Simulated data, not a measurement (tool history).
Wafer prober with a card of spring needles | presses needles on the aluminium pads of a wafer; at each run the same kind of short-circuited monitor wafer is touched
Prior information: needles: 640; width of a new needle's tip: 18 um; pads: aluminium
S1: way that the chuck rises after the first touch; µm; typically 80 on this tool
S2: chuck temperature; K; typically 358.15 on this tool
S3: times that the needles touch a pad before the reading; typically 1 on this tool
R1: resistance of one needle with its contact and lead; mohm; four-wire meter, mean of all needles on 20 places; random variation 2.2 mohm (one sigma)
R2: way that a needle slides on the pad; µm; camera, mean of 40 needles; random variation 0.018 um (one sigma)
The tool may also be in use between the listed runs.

{"run": 1, "day": 0.0, "S1": 80, "S2": 358.15, "S3": 1, "R1": 259, "R2": 19.97}
{"day": 0.846, "done": "tips cleaned on abrasive film"}
{"run": 2, "day": 1.396, "S1": 64, "S2": 358.15, "S3": 1, "R1": 322, "R2": 15.9}
{"day": 1.875, "done": "tips cleaned on abrasive film"}
{"run": 3, "day": 2.45, "S1": 80, "S2": 358.15, "S3": 2, "R1": 278, "R2": 19.95}
{"day": 2.858, "done": "tips cleaned on abrasive film"}
{"day": 3.792, "done": "tips cleaned on abrasive film"}
{"run": 4, "day": 4.458, "S1": 80, "S2": 358.15, "S3": 2, "R1": 275, "R2": 19.92}
{"day": 4.75, "done": "tips cleaned on abrasive film"}
{"day": 5.667, "done": "tips cleaned on abrasive film"}
{"run": 5, "day": 6.429, "S1": 80, "S2": 358.15, "S3": 2, "R1": 281, "R2": 19.88}
{"day": 6.554, "done": "tips cleaned on abrasive film"}
{"day": 7.458, "done": "tips cleaned on abrasive film"}
{"run": 6, "day": 7.925, "S1": 80, "S2": 358.15, "S3": 2, "R1": 272, "R2": 19.83}
{"day": 8.342, "done": "tips cleaned on abrasive film"}
{"run": 7, "day": 9.104, "S1": 80, "S2": 358.15, "S3": 2, "R1": 280, "R2": 19.83}
{"day": 9.25, "done": "tips cleaned on abrasive film"}
{"day": 10.158, "done": "tips cleaned on abrasive film"}
{"run": 8, "day": 10.6, "S1": 92, "S2": 358.15, "S3": 2, "R1": 261, "R2": 22.81}
{"day": 11.067, "done": "tips cleaned on abrasive film"}
{"run": 9, "day": 11.571, "S1": 67, "S2": 358.15, "S3": 2, "R1": 291, "R2": 16.54}
{"day": 12.029, "done": "tips cleaned on abrasive film"}
{"day": 13.0, "done": "tips cleaned on abrasive film"}
{"run": 10, "day": 13.788, "S1": 67, "S2": 358.15, "S3": 2, "R1": 297, "R2": 16.49}
{"day": 13.967, "done": "tips cleaned on abrasive film"}
{"day": 14.879, "done": "tips cleaned on abrasive film"}
{"run": 11, "day": 15.6, "S1": 67, "S2": 358.15, "S3": 2, "R1": 297, "R2": 16.47}
{"day": 15.729, "done": "height of the first contact set anew"}
{"day": 15.867, "done": "tips cleaned on abrasive film"}
{"day": 16.804, "done": "tips cleaned on abrasive film"}
{"day": 17.729, "done": "tips cleaned on abrasive film"}
{"run": 12, "day": 17.871, "S1": 80, "S2": 330.15, "S3": 1, "R1": 260, "R2": 19.53}
{"day": 18.638, "done": "tips cleaned on abrasive film"}
{"day": 19.512, "done": "tips cleaned on abrasive film"}
{"run": 13, "day": 19.762, "S1": 70, "S2": 330.15, "S3": 1, "R1": 287, "R2": 17.0}
{"day": 20.504, "done": "tips cleaned on abrasive film"}
{"day": 21.538, "done": "tips cleaned on abrasive film"}
{"run": 14, "day": 21.642, "S1": 80, "S2": 358.15, "S3": 1, "R1": 261, "R2": 19.51}
{"day": 22.496, "done": "tips cleaned on abrasive film"}
{"run": 15, "day": 23.192, "S1": 80, "S2": 358.15, "S3": 1, "R1": 306, "R2": 19.5}
{"day": 23.379, "done": "tips cleaned on abrasive film"}
{"day": 24.412, "done": "tips cleaned on abrasive film"}
{"run": 16, "day": 24.829, "S1": 80, "S2": 358.15, "S3": 1, "R1": 291, "R2": 19.44}
{"day": 25.308, "done": "tips cleaned on abrasive film"}
{"run": 17, "day": 26.021, "S1": 77, "S2": 342.15, "S3": 2, "R1": 280, "R2": 18.7}
{"day": 26.233, "done": "tips cleaned on abrasive film"}
{"run": 18, "day": 26.938, "S1": 77, "S2": 342.15, "S3": 2, "R1": 281, "R2": 18.67}
{"day": 27.117, "done": "tips cleaned on abrasive film"}
{"day": 28.142, "done": "tips cleaned on abrasive film"}
{"run": 19, "day": 28.346, "S1": 69, "S2": 307.15, "S3": 1, "R1": 279, "R2": 16.64}
{"day": 29.046, "done": "tips cleaned on abrasive film"}
{"day": 29.262, "done": "height of the first contact set anew, once more"}
{"run": 20, "day": 29.55, "S1": 86, "S2": 313.15, "S3": 2, "R1": 255, "R2": 21.6}
{"day": 29.958, "done": "tips cleaned on abrasive film"}
{"day": 30.925, "done": "tips cleaned on abrasive film"}
{"run": 21, "day": 31.321, "S1": 86, "S2": 313.15, "S3": 2, "R1": 252, "R2": 21.56}
{"day": 31.875, "done": "tips cleaned on abrasive film"}
{"run": 22, "day": 32.567, "S1": 86, "S2": 313.15, "S3": 2, "R1": 262, "R2": 21.53}
{"day": 32.858, "done": "tips cleaned on abrasive film"}
{"day": 33.796, "done": "tips cleaned on abrasive film"}
{"run": 23, "day": 33.796, "S1": 80, "S2": 323.15, "S3": 2, "R1": 240, "R2": 19.99}
{"day": 34.675, "done": "tips cleaned on abrasive film"}
{"run": 24, "day": 35.454, "S1": 80, "S2": 335.15, "S3": 1, "R1": 299, "R2": 20.0}
{"day": 35.667, "done": "tips cleaned on abrasive film"}
{"day": 36.65, "done": "tips cleaned on abrasive film"}
{"day": 37.571, "done": "tips cleaned on abrasive film"}
{"run": 25, "day": 37.712, "S1": 73, "S2": 335.15, "S3": 1, "R1": 268, "R2": 18.2}
{"day": 38.571, "done": "tips cleaned on abrasive film"}
{"run": 26, "day": 38.704, "S1": 86, "S2": 382.15, "S3": 1, "R1": 267, "R2": 21.48}
{"day": 39.6, "done": "tips cleaned on abrasive film"}
{"run": 27, "day": 40.242, "S1": 86, "S2": 382.15, "S3": 1, "R1": 304, "R2": 21.4}
{"day": 40.625, "done": "tips cleaned on abrasive film"}
{"day": 41.654, "done": "tips cleaned on abrasive film"}
{"run": 28, "day": 41.979, "S1": 86, "S2": 382.15, "S3": 1, "R1": 286, "R2": 21.43}

Predict the results of run 29:
{"day": 42.558, "done": "tips cleaned on abrasive film"}
{"run": 29, "day": 43.333, "S1": 73, "S2": 358.15, "S3": 2, "R1": "?", "R2": "?"}

R1: 294 mohm
R2: 18.12 µm
The same run, on a tool lacking any hidden state, would have yielded R1 250 mohm, R2 18.33 µm.
